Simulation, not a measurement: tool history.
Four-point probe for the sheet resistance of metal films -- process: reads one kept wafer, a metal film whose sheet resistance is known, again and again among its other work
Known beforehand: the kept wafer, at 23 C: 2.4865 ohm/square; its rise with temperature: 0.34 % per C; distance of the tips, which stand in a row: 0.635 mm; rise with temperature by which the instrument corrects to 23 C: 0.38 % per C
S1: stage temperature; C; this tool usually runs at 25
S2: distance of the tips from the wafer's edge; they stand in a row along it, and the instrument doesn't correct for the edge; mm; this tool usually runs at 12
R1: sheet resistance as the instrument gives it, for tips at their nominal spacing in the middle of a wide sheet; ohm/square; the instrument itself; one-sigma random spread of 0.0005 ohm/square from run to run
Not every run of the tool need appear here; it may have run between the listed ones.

run,hour,S1,S2,R1
1,0.0,25,12,2.481426
2,17.5,25,12,2.481895
3,40.4,25,12,2.481295
4,58.4,25,12,2.480929
5,82.6,25,12,2.481423
6,97.7,25,59,2.477652
7,118.1,25,59,2.476750
8,136.4,25,59,2.477148
9,147.1,27,59,2.475059
10,159.0,27,59,2.474701
11,176.8,25,12,2.480705
12,195.9,25,8,2.485165
13,213.4,25,19,2.477888
14,230.7,25,13,2.480097
15,243.7,25,39,2.476357
16,254.6,25,39,2.476350
17,276.5,25,16,2.477522
18,299.1,25,12,2.479329
19,322.4,25,12,2.479975
20,338.1,18,12,2.486814
21,351.2,18,4,2.516550
22,371.0,28,12,2.476331
23,384.5,28,12,2.476484
24,400.6,21,27,2.478869
25,411.4,29,12,2.475835
26,434.7,20,6,2.495950
27,455.9,28,16,2.474145

Predict the results of run 28:
28,476.5,29,68,?

{"run 28": {"R1": 2.471295}}
Without the tool's hidden state the same run would have given R1 2.480581 ohm/square.

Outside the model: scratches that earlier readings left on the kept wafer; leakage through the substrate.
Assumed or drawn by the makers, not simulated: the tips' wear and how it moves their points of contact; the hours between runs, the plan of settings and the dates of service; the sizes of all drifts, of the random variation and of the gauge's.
